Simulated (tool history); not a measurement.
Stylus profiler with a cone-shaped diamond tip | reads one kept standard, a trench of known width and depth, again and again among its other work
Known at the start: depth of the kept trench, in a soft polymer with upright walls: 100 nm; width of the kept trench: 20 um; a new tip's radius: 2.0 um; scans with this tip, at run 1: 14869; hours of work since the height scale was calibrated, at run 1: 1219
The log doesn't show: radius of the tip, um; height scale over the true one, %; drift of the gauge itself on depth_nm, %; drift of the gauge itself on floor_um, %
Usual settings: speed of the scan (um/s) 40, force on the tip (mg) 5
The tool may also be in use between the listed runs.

run	hour	speed of the scan (um/s)	force on the tip (mg)	scans with this tip	hours of work since the height scale was calibrated	depth of the trench (angstrom)	width of the trench's floor (µm)
1	0	40	5	14869	1219	1007.3	17.94
2	42.2	50	5	15230	1249	1007.4	17.94
3	89	50	5	15630	1282	1007.2	17.92
# hour 121.1: new tip fitted, height scale calibrated
4	132.6	40	2.42	98	8	1008.7	18.57
5	206.4	40	2.42	729	60	1007.9	18.45
6	259	40	2.42	1179	97	1007.7	18.49
7	328.7	40	2.42	1775	146	1007.5	18.43
8	385.9	15	5	2263	186	1013.2	18.52
9	431.8	15	3.5	2656	218	1009.7	18.58
# hour 440.5: height scale calibrated on a step standard
10	475.1	40	5	3021	24	1012.1	18.49
11	546.4	40	5	3631	74	1012	18.45
12	629	40	11.98	4336	132	1022.4	18.43
# hour 642.5: height scale calibrated on a step standard, once more
13	704.3	40	8.83	4976	43	1019.4	18.35

Forecast run 14:
14	763.8	40	8.83	5484	85	?	?

Run 14 gave depth of the trench (angstrom) 1019.3, width of the trench's floor (µm) 18.43.
Without the tool's hidden state the same run would have given depth of the trench (angstrom) 1019.8, width of the trench's floor (µm) 18.68.

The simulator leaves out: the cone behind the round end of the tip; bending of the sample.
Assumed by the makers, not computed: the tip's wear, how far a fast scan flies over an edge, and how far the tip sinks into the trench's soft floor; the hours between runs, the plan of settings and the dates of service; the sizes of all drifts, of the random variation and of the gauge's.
